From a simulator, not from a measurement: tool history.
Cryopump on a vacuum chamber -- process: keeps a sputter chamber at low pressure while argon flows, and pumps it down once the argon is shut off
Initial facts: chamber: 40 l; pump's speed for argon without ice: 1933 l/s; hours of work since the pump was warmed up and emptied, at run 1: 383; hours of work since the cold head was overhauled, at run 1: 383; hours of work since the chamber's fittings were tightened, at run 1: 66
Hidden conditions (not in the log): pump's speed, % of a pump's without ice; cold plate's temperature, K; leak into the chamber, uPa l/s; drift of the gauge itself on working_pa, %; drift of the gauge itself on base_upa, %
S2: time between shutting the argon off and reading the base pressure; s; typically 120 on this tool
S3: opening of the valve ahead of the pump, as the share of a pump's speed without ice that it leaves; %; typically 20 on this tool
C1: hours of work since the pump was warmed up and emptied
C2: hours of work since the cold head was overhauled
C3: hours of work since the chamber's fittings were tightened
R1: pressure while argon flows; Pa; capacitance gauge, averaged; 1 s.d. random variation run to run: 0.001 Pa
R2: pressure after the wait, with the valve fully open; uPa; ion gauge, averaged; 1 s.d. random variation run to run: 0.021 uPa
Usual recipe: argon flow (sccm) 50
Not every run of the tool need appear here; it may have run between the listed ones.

run 1 hour=0.0 | argon_flow_(sccm)=50 S2=120 S3=20 | C1=383 C2=383 C3=66 | R1=0.2280 R2=0.66
run 2 hour=10.7 | argon_flow_(sccm)=50 S2=120 S3=29 | C1=389 C2=389 C3=73 | R1=0.1611 R2=0.60
run 3 hour=18.4 | argon_flow_(sccm)=50 S2=120 S3=29 | C1=394 C2=394 C3=78 | R1=0.1620 R2=0.66
run 4 hour=27.4 | argon_flow_(sccm)=50 S2=120 S3=55 | C1=400 C2=400 C3=84 | R1=0.0893 R2=0.66
run 5 hour=44.6 | argon_flow_(sccm)=50 S2=120 S3=55 | C1=411 C2=411 C3=95 | R1=0.0908 R2=0.62
run 6 hour=62.9 | argon_flow_(sccm)=50 S2=197 S3=20 | C1=423 C2=423 C3=106 | R1=0.2288 R2=0.54
run 7 hour=79.0 | argon_flow_(sccm)=50 S2=197 S3=20 | C1=433 C2=433 C3=116 | R1=0.2299 R2=0.55
run 8 hour=89.1 | argon_flow_(sccm)=50 S2=197 S3=20 | C1=439 C2=439 C3=123 | R1=0.2294 R2=0.55
run 9 hour=105.6 | argon_flow_(sccm)=50 S2=120 S3=33 | C1=450 C2=450 C3=133 | R1=0.1452 R2=0.70
run 10 hour=119.1 | argon_flow_(sccm)=50 S2=120 S3=20 | C1=458 C2=458 C3=142 | R1=0.2306 R2=0.69
run 11 hour=131.2 | argon_flow_(sccm)=50 S2=120 S3=20 | C1=466 C2=466 C3=150 | R1=0.2327 R2=0.72
run 12 hour=141.1 | argon_flow_(sccm)=50 S2=120 S3=20 | C1=472 C2=472 C3=156 | R1=0.2305 R2=0.74
run 13 hour=158.6 | argon_flow_(sccm)=50 S2=120 S3=20 | C1=483 C2=483 C3=167 | R1=0.2325 R2=0.73
run 14 hour=173.8 | argon_flow_(sccm)=98 S2=120 S3=20 | C1=493 C2=493 C3=177 | R1=0.4554 R2=0.76
run 15 hour=182.8 | argon_flow_(sccm)=98 S2=120 S3=20 | C1=499 C2=499 C3=182 | R1=0.4553 R2=0.74
run 16 hour=198.2 | argon_flow_(sccm)=98 S2=120 S3=20 | C1=508 C2=508 C3=192 | R1=0.4574 R2=0.78
run 17 hour=214.8 | argon_flow_(sccm)=50 S2=120 S3=20 | C1=519 C2=519 C3=203 | R1=0.2334 R2=0.78
run 18 hour=232.7 | argon_flow_(sccm)=50 S2=120 S3=20 | C1=530 C2=530 C3=214 | R1=0.2323 R2=0.82
run 19 hour=245.1 | argon_flow_(sccm)=50 S2=135 S3=20 | C1=538 C2=538 C3=222 | R1=0.2334 R2=0.74
run 20 hour=254.9 | argon_flow_(sccm)=50 S2=135 S3=20 | C1=544 C2=544 C3=228 | R1=0.2332 R2=0.76
run 21 hour=273.2 | argon_flow_(sccm)=57 S2=135 S3=30 | C1=556 C2=556 C3=240 | R1=0.1854 R2=0.78
run 22 hour=288.9 | argon_flow_(sccm)=75 S2=227 S3=18 | C1=566 C2=566 C3=250 | R1=0.3900 R2=0.67
run 23 hour=299.1 | argon_flow_(sccm)=94 S2=169 S3=18 | C1=573 C2=573 C3=256 | R1=0.4881 R2=0.76
run 24 hour=315.7 | argon_flow_(sccm)=25 S2=169 S3=17 | C1=583 C2=583 C3=267 | R1=0.1366 R2=0.76
run 25 hour=333.2 | argon_flow_(sccm)=25 S2=169 S3=17 | C1=594 C2=594 C3=278 | R1=0.1375 R2=0.75
run 26 hour=347.4 | argon_flow_(sccm)=25 S2=169 S3=44 | C1=603 C2=603 C3=287 | R1=0.0591 R2=0.81
run 27 hour=360.3 | argon_flow_(sccm)=25 S2=169 S3=44 | C1=611 C2=611 C3=295 | R1=0.0583 R2=0.80
run 28 hour=373.5 | argon_flow_(sccm)=50 S2=167 S3=20 | C1=620 C2=620 C3=303 | R1=0.2369 R2=0.80
run 29 hour=387.3 | argon_flow_(sccm)=50 S2=167 S3=20 | C1=628 C2=628 C3=312 | R1=0.2369 R2=0.86
run 30 hour=400.1 | argon_flow_(sccm)=50 S2=167 S3=20 | C1=637 C2=637 C3=320 | R1=0.2376 R2=0.86
run 31 hour=408.7 | argon_flow_(sccm)=50 S2=48 S3=35 | C1=642 C2=642 C3=326 | R1=0.1440 R2=1.47
run 32 hour=425.4 | argon_flow_(sccm)=50 S2=48 S3=35 | C1=653 C2=653 C3=336 | R1=0.1446 R2=1.49
run 33 hour=435.6 | argon_flow_(sccm)=50 S2=48 S3=35 | C1=659 C2=659 C3=343 | R1=0.1450 R2=1.52
run 34 hour=449.1 | argon_flow_(sccm)=50 S2=21 S3=57 | C1=668 C2=668 C3=351 | R1=0.0966 R2=2.61

Forecast each of these 4 alternatives for the next run:
run A hour=459.0 | argon_flow_(sccm)=50 S2=21 S3=31 | C1=674 C2=674 C3=358 | R1=? R2=?
run B hour=459.0 | argon_flow_(sccm)=54 S2=128 S3=23 | C1=674 C2=674 C3=358 | R1=? R2=?
run C hour=459.0 | argon_flow_(sccm)=46 S2=222 S3=29 | C1=674 C2=674 C3=358 | R1=? R2=?
run D hour=459.0 | argon_flow_(sccm)=50 S2=157 S3=20 | C1=674 C2=674 C3=358 | R1=? R2=?

run=A R1=0.1629 R2=2.68
run=B R1=0.2277 R2=0.99
run=C R1=0.1585 R2=0.86
run=D R1=0.2387 R2=0.87
Without the tool's hidden state the same runs would have given:
run=A R1=0.1418 R2=2.19
run=B R1=0.2050 R2=0.50
run=C R1=0.1392 R2=0.37
run=D R1=0.2178 R2=0.40

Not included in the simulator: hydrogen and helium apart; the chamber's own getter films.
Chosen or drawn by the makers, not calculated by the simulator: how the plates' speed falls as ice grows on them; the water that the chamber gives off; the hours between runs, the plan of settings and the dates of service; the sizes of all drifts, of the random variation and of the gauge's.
